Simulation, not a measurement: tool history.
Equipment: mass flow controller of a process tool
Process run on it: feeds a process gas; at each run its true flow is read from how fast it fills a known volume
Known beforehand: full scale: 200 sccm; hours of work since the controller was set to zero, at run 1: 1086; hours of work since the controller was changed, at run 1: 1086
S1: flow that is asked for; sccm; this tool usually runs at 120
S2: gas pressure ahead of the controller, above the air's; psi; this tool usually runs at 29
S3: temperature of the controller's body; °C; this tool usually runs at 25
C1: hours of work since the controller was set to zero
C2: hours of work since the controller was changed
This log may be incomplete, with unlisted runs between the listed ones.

{"run": 1, "hour": 0.0, "S1": 120, "S2": 29, "S3": 25, "C1": 1086, "C2": 1086, "true flow (%)": 98.97}
{"run": 2, "hour": 81.1, "S1": 120, "S2": 29, "S3": 25, "C1": 1143, "C2": 1143, "true flow (%)": 99.06}
{"run": 3, "hour": 152.3, "S1": 120, "S2": 29, "S3": 25, "C1": 1194, "C2": 1194, "true flow (%)": 98.84}
{"run": 4, "hour": 226.2, "S1": 120, "S2": 29, "S3": 25, "C1": 1246, "C2": 1246, "true flow (%)": 98.91}
{"run": 5, "hour": 292.3, "S1": 120, "S2": 32.9, "S3": 25, "C1": 1292, "C2": 1292, "true flow (%)": 98.8}
{"run": 6, "hour": 389.0, "S1": 120, "S2": 32.9, "S3": 25, "C1": 1361, "C2": 1361, "true flow (%)": 98.77}
{"run": 7, "hour": 482.3, "S1": 120, "S2": 22.2, "S3": 25, "C1": 1427, "C2": 1427, "true flow (%)": 99.11}
{"run": 8, "hour": 586.5, "S1": 120, "S2": 29, "S3": 25, "C1": 1500, "C2": 1500, "true flow (%)": 98.99}
{"run": 9, "hour": 643.8, "S1": 120, "S2": 23.6, "S3": 21, "C1": 1541, "C2": 1541, "true flow (%)": 99.4}
{"run": 10, "hour": 705.0, "S1": 120, "S2": 20.5, "S3": 25, "C1": 1584, "C2": 1584, "true flow (%)": 99.09}
{"run": 11, "hour": 775.2, "S1": 165, "S2": 30, "S3": 29, "C1": 1633, "C2": 1633, "true flow (%)": 99.36}
{"run": 12, "hour": 839.3, "S1": 28, "S2": 29, "S3": 32, "C1": 1679, "C2": 1679, "true flow (%)": 94.68}
{"run": 13, "hour": 886.5, "S1": 176, "S2": 23.5, "S3": 28, "C1": 1712, "C2": 1712, "true flow (%)": 99.68}
{"run": 14, "hour": 957.0, "S1": 69, "S2": 28.4, "S3": 28, "C1": 1762, "C2": 1762, "true flow (%)": 97.42}
{"run": 15, "hour": 1015.9, "S1": 50, "S2": 38.3, "S3": 25, "C1": 1803, "C2": 1803, "true flow (%)": 96.54}

Predict each of these 5 candidate next runs independently; none follows another, all start after run 15:
{"run": "A", "hour": 1069.7, "S1": 171, "S2": 29, "S3": 25, "C1": 1841, "C2": 1841, "true flow (%)": "?"}
{"run": "B", "hour": 1069.7, "S1": 33, "S2": 21, "S3": 20, "C1": 1841, "C2": 1841, "true flow (%)": "?"}
{"run": "C", "hour": 1069.7, "S1": 24, "S2": 36.7, "S3": 25, "C1": 1841, "C2": 1841, "true flow (%)": "?"}
{"run": "D", "hour": 1069.7, "S1": 70, "S2": 21, "S3": 37, "C1": 1841, "C2": 1841, "true flow (%)": "?"}
{"run": "E", "hour": 1069.7, "S1": 50, "S2": 24.7, "S3": 30, "C1": 1841, "C2": 1841, "true flow (%)": "?"}

run=A true_flow_(%)=99.76
run=B true_flow_(%)=96.25
run=C true_flow_(%)=94.22
run=D true_flow_(%)=96.99
run=E true_flow_(%)=96.49
Without the tool's unlogged condition, the same runs would have read:
run=A true_flow_(%)=99.57
run=B true_flow_(%)=98.19
run=C true_flow_(%)=97.15
run=D true_flow_(%)=97.54
run=E true_flow_(%)=97.53
